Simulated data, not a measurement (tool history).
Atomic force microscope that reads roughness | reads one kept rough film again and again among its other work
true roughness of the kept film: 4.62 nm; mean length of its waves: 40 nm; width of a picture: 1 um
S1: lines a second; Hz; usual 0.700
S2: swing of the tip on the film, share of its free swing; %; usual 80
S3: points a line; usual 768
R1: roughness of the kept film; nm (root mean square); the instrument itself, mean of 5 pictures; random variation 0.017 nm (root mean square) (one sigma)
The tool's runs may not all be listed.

run,hour,S1,S2,S3,R1
1,0.0,0.700,80,768,3.392
# hour 4.8: new tip fitted
2,12.7,0.700,80,768,4.055
3,31.4,0.802,80,768,3.979
4,41.4,0.700,80,1023,3.976
5,53.0,0.700,80,1023,3.940
6,70.8,0.700,80,1023,3.879
7,80.2,0.700,80,1023,3.844
8,96.6,0.700,80,1023,3.829
9,105.5,0.700,80,1023,3.802
10,118.2,0.700,80,768,3.763
11,139.2,0.700,80,768,3.700
12,157.7,0.700,80,768,3.681
13,174.5,0.700,80,768,3.611
14,183.7,0.700,80,768,3.593
15,193.8,0.700,80,768,3.591
16,212.0,0.700,80,768,3.546
17,223.8,0.700,80,768,3.552
18,233.8,0.700,80,781,3.489
# hour 246.0: new tip fitted
19,253.4,0.770,66,601,4.161
20,273.6,0.770,66,601,4.073
21,288.7,0.770,66,601,4.033
22,298.1,0.700,80,478,3.921
23,316.2,0.835,87,977,3.772
24,329.8,0.700,82,334,3.819
25,344.7,1.434,56,649,3.922
26,357.9,1.434,56,649,3.856
27,370.5,1.039,88,768,3.535
28,383.4,1.039,88,768,3.537
29,395.7,0.700,62,897,3.794
30,412.9,1.298,55,498,3.718
31,423.5,1.298,55,498,3.739
32,434.6,2.244,65,768,3.525
33,450.5,0.645,80,292,3.536

The same runs without the tool's hidden state, with the same run-to-run variation:
The hidden state here: radius of the tip, nm; height scale over the true one, %; drift of the gauge itself on roughness_nm, %.
run,R1
1,4.098
2,4.074
3,4.054
4,4.079
5,4.076
6,4.063
7,4.055
8,4.078
9,4.074
10,4.064
11,4.058
12,4.088
13,4.056
14,4.061
15,4.083
16,4.078
17,4.113
18,4.066
19,4.180
20,4.151
21,4.151
22,4.062
23,3.959
24,4.045
25,4.196
26,4.164
27,3.849
28,3.886
29,4.206
30,4.166
31,4.217
32,4.003
33,4.057
